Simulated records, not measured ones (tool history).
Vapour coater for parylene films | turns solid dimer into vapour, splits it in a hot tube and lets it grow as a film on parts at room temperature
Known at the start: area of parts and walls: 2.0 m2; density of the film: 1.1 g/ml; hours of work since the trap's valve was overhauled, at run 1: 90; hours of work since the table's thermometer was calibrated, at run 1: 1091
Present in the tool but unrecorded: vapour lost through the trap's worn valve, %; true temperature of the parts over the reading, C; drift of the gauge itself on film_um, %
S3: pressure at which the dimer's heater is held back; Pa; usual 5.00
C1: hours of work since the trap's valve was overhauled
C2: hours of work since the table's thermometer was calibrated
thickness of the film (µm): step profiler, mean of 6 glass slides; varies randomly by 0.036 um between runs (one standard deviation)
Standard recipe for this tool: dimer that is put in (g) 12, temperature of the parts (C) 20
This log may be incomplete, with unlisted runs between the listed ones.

run 1 hour=0.0 | dimer_that_is_put_in_(g)=12 temperature_of_the_parts_(C)=20 S3=5.00 | C1=90 C2=1091 | thickness_of_the_film_(µm)=3.72
run 2 hour=21.0 | dimer_that_is_put_in_(g)=12 temperature_of_the_parts_(C)=20 S3=5.00 | C1=106 C2=1106 | thickness_of_the_film_(µm)=3.75
run 3 hour=41.4 | dimer_that_is_put_in_(g)=12 temperature_of_the_parts_(C)=20 S3=5.00 | C1=121 C2=1122 | thickness_of_the_film_(µm)=3.62
run 4 hour=59.8 | dimer_that_is_put_in_(g)=12 temperature_of_the_parts_(C)=20 S3=5.00 | C1=135 C2=1136 | thickness_of_the_film_(µm)=3.70
run 5 hour=89.1 | dimer_that_is_put_in_(g)=12 temperature_of_the_parts_(C)=20 S3=5.00 | C1=157 C2=1158 | thickness_of_the_film_(µm)=3.70
run 6 hour=117.3 | dimer_that_is_put_in_(g)=12 temperature_of_the_parts_(C)=20 S3=5.00 | C1=179 C2=1180 | thickness_of_the_film_(µm)=3.63
run 7 hour=139.8 | dimer_that_is_put_in_(g)=12 temperature_of_the_parts_(C)=23 S3=5.00 | C1=196 C2=1197 | thickness_of_the_film_(µm)=3.17
run 8 hour=174.4 | dimer_that_is_put_in_(g)=12 temperature_of_the_parts_(C)=20 S3=5.00 | C1=222 C2=1223 | thickness_of_the_film_(µm)=3.58
run 9 hour=203.8 | dimer_that_is_put_in_(g)=12 temperature_of_the_parts_(C)=20 S3=5.50 | C1=244 C2=1245 | thickness_of_the_film_(µm)=3.51
run 10 hour=229.8 | dimer_that_is_put_in_(g)=12 temperature_of_the_parts_(C)=20 S3=5.50 | C1=264 C2=1265 | thickness_of_the_film_(µm)=3.43
-- hour=250.3 trap's valve overhauled
run 11 hour=266.0 | dimer_that_is_put_in_(g)=12 temperature_of_the_parts_(C)=20 S3=5.50 | C1=12 C2=1289 | thickness_of_the_film_(µm)=3.92
run 12 hour=290.3 | dimer_that_is_put_in_(g)=12 temperature_of_the_parts_(C)=20 S3=5.50 | C1=30 C2=1308 | thickness_of_the_film_(µm)=3.85
run 13 hour=319.6 | dimer_that_is_put_in_(g)=5 temperature_of_the_parts_(C)=16 S3=5.50 | C1=53 C2=1330 | thickness_of_the_film_(µm)=1.88
run 14 hour=345.7 | dimer_that_is_put_in_(g)=15 temperature_of_the_parts_(C)=16 S3=10.73 | C1=72 C2=1350 | thickness_of_the_film_(µm)=5.39
run 15 hour=369.3 | dimer_that_is_put_in_(g)=12 temperature_of_the_parts_(C)=13 S3=5.62 | C1=90 C2=1368 | thickness_of_the_film_(µm)=5.10
run 16 hour=390.0 | dimer_that_is_put_in_(g)=21 temperature_of_the_parts_(C)=13 S3=5.99 | C1=106 C2=1383 | thickness_of_the_film_(µm)=8.84
run 17 hour=418.0 | dimer_that_is_put_in_(g)=21 temperature_of_the_parts_(C)=13 S3=5.99 | C1=127 C2=1405 | thickness_of_the_film_(µm)=8.88
run 18 hour=446.6 | dimer_that_is_put_in_(g)=13 temperature_of_the_parts_(C)=13 S3=4.02 | C1=149 C2=1426 | thickness_of_the_film_(µm)=5.41
run 19 hour=478.4 | dimer_that_is_put_in_(g)=17 temperature_of_the_parts_(C)=20 S3=4.02 | C1=173 C2=1451 | thickness_of_the_film_(µm)=5.30
run 20 hour=505.9 | dimer_that_is_put_in_(g)=10 temperature_of_the_parts_(C)=14 S3=8.29 | C1=194 C2=1471 | thickness_of_the_film_(µm)=3.81
run 21 hour=526.5 | dimer_that_is_put_in_(g)=10 temperature_of_the_parts_(C)=14 S3=4.68 | C1=210 C2=1487 | thickness_of_the_film_(µm)=3.92
run 22 hour=541.2 | dimer_that_is_put_in_(g)=21 temperature_of_the_parts_(C)=24 S3=5.00 | C1=221 C2=1498 | thickness_of_the_film_(µm)=5.14

What if the next run were any one of these 3? Each begins from the tool's condition after run 22:
run A hour=562.1 | dimer_that_is_put_in_(g)=6 temperature_of_the_parts_(C)=15 S3=11.76 | C1=237 C2=1514 | thickness_of_the_film_(µm)=?
run B hour=562.1 | dimer_that_is_put_in_(g)=5 temperature_of_the_parts_(C)=20 S3=8.69 | C1=237 C2=1514 | thickness_of_the_film_(µm)=?
run C hour=562.1 | dimer_that_is_put_in_(g)=6 temperature_of_the_parts_(C)=20 S3=9.49 | C1=237 C2=1514 | thickness_of_the_film_(µm)=?

run=A thickness_of_the_film_(µm)=2.12
run=B thickness_of_the_film_(µm)=1.43
run=C thickness_of_the_film_(µm)=1.67
Take away the tool's hidden state, keep each run's random variation, and the runs would have read:
run=A thickness_of_the_film_(µm)=2.29
run=B thickness_of_the_film_(µm)=1.54
run=C thickness_of_the_film_(µm)=1.81
